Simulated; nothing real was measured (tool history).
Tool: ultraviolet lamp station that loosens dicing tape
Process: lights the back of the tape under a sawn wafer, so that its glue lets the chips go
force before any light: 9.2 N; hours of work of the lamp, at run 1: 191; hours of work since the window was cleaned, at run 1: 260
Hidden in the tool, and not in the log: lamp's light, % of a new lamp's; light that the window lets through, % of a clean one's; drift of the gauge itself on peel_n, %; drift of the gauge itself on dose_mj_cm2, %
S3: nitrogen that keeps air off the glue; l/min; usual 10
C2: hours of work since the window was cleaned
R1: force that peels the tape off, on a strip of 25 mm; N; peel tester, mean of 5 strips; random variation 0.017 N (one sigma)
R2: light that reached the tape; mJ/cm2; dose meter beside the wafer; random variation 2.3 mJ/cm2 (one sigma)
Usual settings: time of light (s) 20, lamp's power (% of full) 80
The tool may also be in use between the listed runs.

Run 1, hour 0: usual settings; hours of work of the lamp 191; C2 260. Result: R1 1.024 N, R2 217 mJ/cm2.
Run 2, hour 54.6: usual settings; hours of work of the lamp 228; C2 297. Result: R1 1.009 N, R2 219 mJ/cm2.
Run 3, hour 114.5: usual settings but time of light (s) 14; hours of work of the lamp 269; C2 337. Result: R1 1.919 N, R2 149 mJ/cm2.
Run 4, hour 174.7: usual settings but lamp's power (% of full) 90; hours of work of the lamp 309; C2 378. Result: R1 0.848 N, R2 238 mJ/cm2.
Run 5, hour 249.8: usual settings but lamp's power (% of full) 90; hours of work of the lamp 360; C2 429. Result: R1 0.912 N, R2 231 mJ/cm2.
At hour 299.7: window cleaned of glue's vapour.
Run 6, hour 325.8: usual settings but lamp's power (% of full) 90; hours of work of the lamp 411; C2 18. Result: R1 1.093 N, R2 212 mJ/cm2.
Run 7, hour 409.1: usual settings but time of light (s) 28; hours of work of the lamp 467; C2 74. Result: R1 0.75 N, R2 257 mJ/cm2.
At hour 455.2: window cleaned of glue's vapour, once more.
Run 8, hour 458.1: usual settings but lamp's power (% of full) 71; hours of work of the lamp 500; C2 2. Result: R1 1.328 N, R2 195 mJ/cm2.
Run 9, hour 511.1: usual settings but lamp's power (% of full) 71; hours of work of the lamp 536; C2 38. Result: R1 1.324 N, R2 192 mJ/cm2.
Run 10, hour 607.7: usual settings but lamp's power (% of full) 71; hours of work of the lamp 601; C2 103. Result: R1 1.402 N, R2 184 mJ/cm2.
Run 11, hour 703: usual settings but lamp's power (% of full) 69, S3 6 l/min; hours of work of the lamp 666; C2 168. Result: R1 2.059 N, R2 176 mJ/cm2.
Run 12, hour 750.5: usual settings but time of light (s) 15, lamp's power (% of full) 98, S3 11 l/min; hours of work of the lamp 698; C2 200. Result: R1 1.34 N, R2 185 mJ/cm2.
Run 13, hour 830.8: usual settings but time of light (s) 15, lamp's power (% of full) 98, S3 11 l/min; hours of work of the lamp 752; C2 254. Result: R1 1.408 N, R2 173 mJ/cm2.

Run 14 comes next. What will it give?
Run 14, hour 898.7: usual settings but time of light (s) 30, lamp's power (% of full) 62, S3 7 l/min; hours of work of the lamp 798; C2 300. Result: R1 ?, R2 ?.

Run 14 gave R1 1.3 N, R2 219 mJ/cm2.
Without the tool's hidden state the same run would have given R1 0.785 N, R2 285 mJ/cm2.

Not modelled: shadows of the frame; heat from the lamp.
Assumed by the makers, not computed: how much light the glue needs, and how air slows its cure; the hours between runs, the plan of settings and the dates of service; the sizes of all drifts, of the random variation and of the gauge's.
